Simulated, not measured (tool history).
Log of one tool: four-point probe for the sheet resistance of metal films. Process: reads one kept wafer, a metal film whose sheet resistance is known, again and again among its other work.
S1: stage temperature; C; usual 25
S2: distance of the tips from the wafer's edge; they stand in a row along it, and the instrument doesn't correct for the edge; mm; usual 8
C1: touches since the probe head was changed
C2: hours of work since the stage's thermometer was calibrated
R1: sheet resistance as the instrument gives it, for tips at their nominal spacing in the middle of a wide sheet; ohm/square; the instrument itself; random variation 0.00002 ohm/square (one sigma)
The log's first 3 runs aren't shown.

{"run": 4, "hour": 120.4, "S1": 25, "S2": 8, "C1": 6064, "C2": 233, "R1": 0.098835}
{"run": 5, "hour": 159.5, "S1": 25, "S2": 8, "C1": 6651, "C2": 251, "R1": 0.098826}
{"run": 6, "hour": 198.3, "S1": 25, "S2": 8, "C1": 7235, "C2": 269, "R1": 0.098803}
{"run": 7, "hour": 242.5, "S1": 25, "S2": 8, "C1": 7899, "C2": 290, "R1": 0.098806}
{"run": 8, "hour": 286.7, "S1": 33, "S2": 8, "C1": 8564, "C2": 311, "R1": 0.098364}
{"run": 9, "hour": 315.0, "S1": 25, "S2": 8, "C1": 8989, "C2": 324, "R1": 0.098805}
{"run": 10, "hour": 359.6, "S1": 25, "S2": 8, "C1": 9660, "C2": 345, "R1": 0.098761}
{"run": 11, "hour": 406.1, "S1": 25, "S2": 8, "C1": 10359, "C2": 367, "R1": 0.098775}
{"run": 12, "hour": 455.0, "S1": 25, "S2": 8, "C1": 11094, "C2": 390, "R1": 0.098807}
{"run": 13, "hour": 481.2, "S1": 25, "S2": 8, "C1": 11488, "C2": 402, "R1": 0.098772}
{"run": 14, "hour": 505.4, "S1": 25, "S2": 8, "C1": 11852, "C2": 413, "R1": 0.098777}
{"run": 15, "hour": 538.3, "S1": 25, "S2": 8, "C1": 12347, "C2": 429, "R1": 0.098779}
{"run": 16, "hour": 570.0, "S1": 28, "S2": 8, "C1": 12824, "C2": 444, "R1": 0.098619}
{"run": 17, "hour": 611.7, "S1": 28, "S2": 8, "C1": 13451, "C2": 463, "R1": 0.09865}
{"run": 18, "hour": 647.1, "S1": 25, "S2": 9, "C1": 13984, "C2": 480, "R1": 0.098692}
{"run": 19, "hour": 680.4, "S1": 23, "S2": 5, "C1": 14484, "C2": 495, "R1": 0.099406}
{"run": 20, "hour": 713.7, "S1": 23, "S2": 5, "C1": 14985, "C2": 511, "R1": 0.099415}
{"run": 21, "hour": 753.4, "S1": 20, "S2": 36, "C1": 15581, "C2": 529, "R1": 0.098713}
{"run": 22, "hour": 799.5, "S1": 20, "S2": 36, "C1": 16275, "C2": 551, "R1": 0.09871}
{"run": 23, "hour": 851.9, "S1": 29, "S2": 11, "C1": 17063, "C2": 576, "R1": 0.098371}
{"run": 24, "hour": 894.1, "S1": 29, "S2": 11, "C1": 17697, "C2": 595, "R1": 0.098375}

The next listed run, before its measurement:
{"run": 25, "hour": 937.9, "S1": 23, "S2": 16, "C1": 18356, "C2": 616, "R1": "?"}

Run 25 gave R1 0.098569 ohm/square.
Without the tool's hidden state the same run would have given R1 0.099161 ohm/square.
